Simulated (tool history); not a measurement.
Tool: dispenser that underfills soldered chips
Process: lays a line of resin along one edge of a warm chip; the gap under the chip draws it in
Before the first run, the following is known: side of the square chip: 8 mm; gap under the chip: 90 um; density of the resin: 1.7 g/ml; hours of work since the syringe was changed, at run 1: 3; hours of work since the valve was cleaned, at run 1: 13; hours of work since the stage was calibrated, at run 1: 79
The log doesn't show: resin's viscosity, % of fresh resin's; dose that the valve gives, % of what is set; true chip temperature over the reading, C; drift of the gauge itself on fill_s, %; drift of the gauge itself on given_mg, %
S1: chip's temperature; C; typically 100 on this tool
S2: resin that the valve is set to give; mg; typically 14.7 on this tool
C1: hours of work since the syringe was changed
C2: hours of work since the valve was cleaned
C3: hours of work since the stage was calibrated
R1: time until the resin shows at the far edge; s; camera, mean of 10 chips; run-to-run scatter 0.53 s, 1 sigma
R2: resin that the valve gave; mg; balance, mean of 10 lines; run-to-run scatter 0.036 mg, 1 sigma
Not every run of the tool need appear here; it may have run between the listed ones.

| run | hour | S1 | S2 | C1 | C2 | C3 | R1 | R2 |
|---|---|---|---|---|---|---|---|---|
| 1 | 0 | 100 | 14.7 | 3 | 13 | 79 | 49.8 | 14.52 |
| 2 | 4 | 100 | 14.7 | 6 | 16 | 82 | 56.1 | 14.59 |
|  | 4.9 | new syringe of resin |
| 3 | 10.1 | 100 | 14.7 | 4 | 20 | 86 | 49.4 | 14.53 |
|  | 14.5 | new syringe of resin |
| 4 | 17.1 | 100 | 14.7 | 2 | 25 | 91 | 46.3 | 14.41 |
|  | 24.5 | new syringe of resin |
| 5 | 24.8 | 100 | 14.7 | 0 | 30 | 96 | 41.9 | 14.39 |
| 6 | 31.5 | 100 | 14.7 | 5 | 35 | 100 | 52.5 | 14.32 |
|  | 34.2 | new syringe of resin |
| 7 | 35.9 | 100 | 14.7 | 1 | 38 | 103 | 45.4 | 14.28 |
| 8 | 40.8 | 100 | 14.7 | 5 | 41 | 107 | 51.5 | 14.28 |
|  | 44.1 | new syringe of resin |
| 9 | 44.5 | 100 | 14.7 | 0 | 44 | 109 | 43.1 | 14.26 |
| 10 | 51.1 | 96 | 14.7 | 5 | 48 | 114 | 60.9 | 14.13 |
|  | 53.8 | new syringe of resin |
| 11 | 58.4 | 86 | 14.7 | 3 | 53 | 119 | 82.7 | 14.12 |
|  | 63.6 | new syringe of resin |
| 12 | 64.5 | 86 | 14.7 | 1 | 57 | 123 | 74 | 14.05 |
| 13 | 70.1 | 111 | 14.7 | 5 | 61 | 127 | 34.3 | 14.05 |
|  | 73.3 | new syringe of resin |
| 14 | 75.7 | 100 | 14.7 | 2 | 65 | 131 | 45.5 | 14 |
| 15 | 82.4 | 100 | 13.4 | 6 | 70 | 136 | 56.2 | 12.71 |
|  | 83.2 | new syringe of resin |
| 16 | 86.5 | 100 | 13.1 | 2 | 72 | 138 | 47.6 | 12.42 |
|  | 93.1 | new syringe of resin |
|  | 94.1 | dispensing valve cleaned and set on the balance |
| 17 | 94.7 | 100 | 13.1 | 0 | 0 | 143 | 43.2 | 13.07 |
| 18 | 101.3 | 96 | 13.1 | 5 | 5 | 148 | 61.6 | 12.98 |
|  | 104.1 | new syringe of resin |
| 19 | 108.2 | 96 | 13.1 | 3 | 10 | 152 | 56.1 | 12.96 |
| 20 | 113.1 | 96 | 13.1 | 6 | 13 | 156 | 65 | 12.98 |
|  | 113.8 | new syringe of resin |
| 21 | 118.8 | 105 | 14.7 | 4 | 17 | 160 | 40.3 | 14.5 |
|  | 123.4 | new syringe of resin |
| 22 | 123.4 | 113 | 16.7 | 0 | 20 | 163 | 25.7 | 16.36 |
| 23 | 129 | 113 | 17 | 4 | 24 | 167 | 29.9 | 16.7 |
|  | 133.3 | new syringe of resin |
| 24 | 136.2 | 109 | 17.2 | 2 | 29 | 172 | 31.3 | 16.8 |
| 25 | 142.4 | 96 | 18.7 | 6 | 33 | 176 | 63.2 | 18.18 |
|  | 143 | new syringe of resin |
| 26 | 145.9 | 96 | 18.7 | 2 | 36 | 178 | 50.7 | 18.14 |
|  | 152.6 | new syringe of resin |
| 27 | 152.6 | 108 | 15.4 | 0 | 40 | 183 | 30.1 | 14.96 |
| 28 | 158.2 | 111 | 15.4 | 4 | 44 | 187 | 32.1 | 14.91 |
|  | 162.2 | new syringe of resin |
| 29 | 162.2 | 109 | 14.5 | 0 | 47 | 189 | 29.5 | 14.02 |
| 30 | 166 | 108 | 13.5 | 3 | 49 | 192 | 35.9 | 12.96 |
| 31 | 171.2 | 90 | 16.3 | 6 | 53 | 196 | 79.4 | 15.64 |
|  | 171.9 | new syringe of resin |
| 32 | 178.3 | 103 | 12.5 | 5 | 58 | 201 | 47.3 | 11.96 |
|  | 181.4 | new syringe of resin |
| 33 | 185.1 | 100 | 14 | 3 | 63 | 205 | 47.9 | 13.34 |
| 34 | 189 | 100 | 14.8 | 5 | 65 | 208 | 54.1 | 14.03 |

Some steps in R1, run to run, broken into two amounts with sign: the step expected even without the hidden condition (settings, incoming material, random variation), and the rest, left for the hidden condition together with whatever gauge scatter is not in both the measured and the hidden-condition-free result:
Run 12 -> 13: S1 86 -> 111. R1 -39.7 s: hidden state +5.6, all else -45.3.
Run 24 -> 25: S1 109 -> 96, S2 17.2 -> 18.7. R1 +31.9 s: hidden state +11.7, all else +20.2.
Run 25 -> 26: new syringe of resin. R1 -12.5 s: hidden state -11.5, all else -1.
Run 30 -> 31: S1 108 -> 90, S2 13.5 -> 16.3. R1 +43.5 s: hidden state +13.6, all else +29.9.
Run 31 -> 32: S1 90 -> 103, S2 16.3 -> 12.5, new syringe of resin. R1 -32.1 s: hidden state -9.4, all else -22.7.
